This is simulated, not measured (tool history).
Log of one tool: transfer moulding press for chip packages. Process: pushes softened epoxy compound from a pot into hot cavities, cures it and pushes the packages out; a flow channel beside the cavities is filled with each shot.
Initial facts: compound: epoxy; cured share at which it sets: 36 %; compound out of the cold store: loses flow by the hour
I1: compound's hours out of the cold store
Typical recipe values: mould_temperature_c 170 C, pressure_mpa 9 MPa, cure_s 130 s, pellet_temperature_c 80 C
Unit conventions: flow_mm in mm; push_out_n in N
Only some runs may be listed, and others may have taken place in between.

Run 1, hour 0: usual settings; I1 40.9. Result: flow_mm 706 mm, push_out_n 272 N.
Run 2, hour 14: usual settings; I1 12.6. Result: flow_mm 755 mm, push_out_n 307 N.
Run 3, hour 32.6: usual settings; I1 12.7. Result: flow_mm 769 mm, push_out_n 339 N.
At hour 38.6: cavities cleaned with cleaning compound and waxed.
Run 4, hour 46.2: usual settings; I1 33.2. Result: flow_mm 711 mm, push_out_n 234 N.
Run 5, hour 65.6: usual settings; I1 36.4. Result: flow_mm 697 mm, push_out_n 284 N.
Run 6, hour 77.5: usual settings; I1 21.8. Result: flow_mm 726 mm, push_out_n 289 N.
Run 7, hour 91.6: usual settings; I1 14.7. Result: flow_mm 733 mm, push_out_n 339 N.
At hour 103.5: cavities cleaned with cleaning compound and waxed.
Run 8, hour 110.7: usual settings; I1 37.9. Result: flow_mm 699 mm, push_out_n 230 N.
Run 9, hour 121.4: usual settings; I1 21.1. Result: flow_mm 723 mm, push_out_n 258 N.
Run 10, hour 135.3: usual settings; I1 17.4. Result: flow_mm 729 mm, push_out_n 286 N.
Run 11, hour 150.7: usual settings but cure_s 150 s; I1 15.4. Result: flow_mm 729 mm, push_out_n 254 N.
At hour 168.4: cavities cleaned with cleaning compound and waxed.
Run 12, hour 171.7: usual settings but cure_s 150 s; I1 13.9. Result: flow_mm 731 mm, push_out_n 187 N.
At hour 180.3: mould's thermocouples calibrated.
Run 13, hour 190.6: usual settings; I1 46.2. Result: flow_mm 666 mm, push_out_n 251 N.
Run 14, hour 210.1: usual settings; I1 32.4. Result: flow_mm 688 mm, push_out_n 291 N.
Run 15, hour 229.7: usual settings; I1 18.6. Result: flow_mm 720 mm, push_out_n 333 N.
At hour 235: cavities cleaned with cleaning compound and waxed.
Run 16, hour 244.6: usual settings but mould_temperature_c 172 C, pressure_mpa 8.66 MPa, cure_s 153 s, pellet_temperature_c 88 C; I1 18.3. Result: flow_mm 693 mm, push_out_n 189 N.
Run 17, hour 260.2: usual settings but mould_temperature_c 166 C, pressure_mpa 7.27 MPa, pellet_temperature_c 79 C; I1 24.9. Result: flow_mm 639 mm, push_out_n 358 N.
Run 18, hour 273.7: usual settings but mould_temperature_c 174 C, pressure_mpa 7.27 MPa, cure_s 129 s, pellet_temperature_c 79 C; I1 46.4. Result: flow_mm 592 mm, push_out_n 257 N.
Run 19, hour 284.7: usual settings but pressure_mpa 7.58 MPa, cure_s 120 s, pellet_temperature_c 82 C; I1 39.4. Result: flow_mm 616 mm, push_out_n 357 N.
Run 20, hour 293.4: usual settings but mould_temperature_c 177 C, pressure_mpa 9.73 MPa, cure_s 112 s, pellet_temperature_c 79 C; I1 10.3. Result: flow_mm 740 mm, push_out_n 323 N.
At hour 300.2: cavities cleaned with cleaning compound and waxed.
Run 21, hour 311: usual settings but pressure_mpa 9.73 MPa, cure_s 157 s, pellet_temperature_c 74 C; I1 28. Result: flow_mm 710 mm, push_out_n 207 N.
Run 22, hour 326.8: usual settings but mould_temperature_c 173 C, cure_s 153 s; I1 39.4. Result: flow_mm 655 mm, push_out_n 221 N.
Run 23, hour 340.6: usual settings but pressure_mpa 8.78 MPa, cure_s 141 s, pellet_temperature_c 76 C; I1 22.3. Result: flow_mm 695 mm, push_out_n 292 N.
Run 24, hour 351.8: usual settings but mould_temperature_c 178 C, pressure_mpa 8.78 MPa, cure_s 141 s, pellet_temperature_c 89 C; I1 10.8. Result: flow_mm 687 mm, push_out_n 250 N.
At hour 364.9: cavities cleaned with cleaning compound and waxed.
Run 25, hour 364.9: usual settings but mould_temperature_c 173 C, cure_s 160 s, pellet_temperature_c 77 C; I1 13.5. Result: flow_mm 707 mm, push_out_n 180 N.
Run 26, hour 376.8: usual settings but mould_temperature_c 173 C, cure_s 160 s, pellet_temperature_c 77 C; I1 15.7. Result: flow_mm 704 mm, push_out_n 192 N.
Run 27, hour 388.3: usual settings but mould_temperature_c 178 C, pressure_mpa 8.78 MPa, cure_s 132 s, pellet_temperature_c 90 C; I1 32.6. Result: flow_mm 639 mm, push_out_n 220 N.
Run 28, hour 399.9: usual settings but mould_temperature_c 178 C, pressure_mpa 9.28 MPa, cure_s 110 s, pellet_temperature_c 90 C; I1 23.7. Result: flow_mm 678 mm, push_out_n 275 N.

Selected run-to-run steps in flow_mm, each split into two signed amounts: the part the tool would show with no hidden state at all (from settings, incoming material and random variation), and the remainder, which goes to the hidden state together with any gauge scatter not common to the measured and the hidden-state-free results:
The tool's hidden condition here consists of: true mould temperature over the reading, C; pressure that reaches the compound, % of what is set; grip of the stained cavities, % over clean ones'; drift of the gauge itself on flow_mm, %; drift of the gauge itself on push_out_n, %.
Run 12 -> 13: cure_s 150 -> 130, mould's thermocouples calibrated. flow_mm -65 mm: hidden state +3, all else -68.
Run 19 -> 20: mould_temperature_c 170 -> 177, pressure_mpa 7.58 -> 9.73, cure_s 120 -> 112, pellet_temperature_c 82 -> 79. flow_mm +124 mm: hidden state -11, all else +135.
Run 27 -> 28: pressure_mpa 8.78 -> 9.28, cure_s 132 -> 110. flow_mm +39 mm: hidden state -7, all else +46.
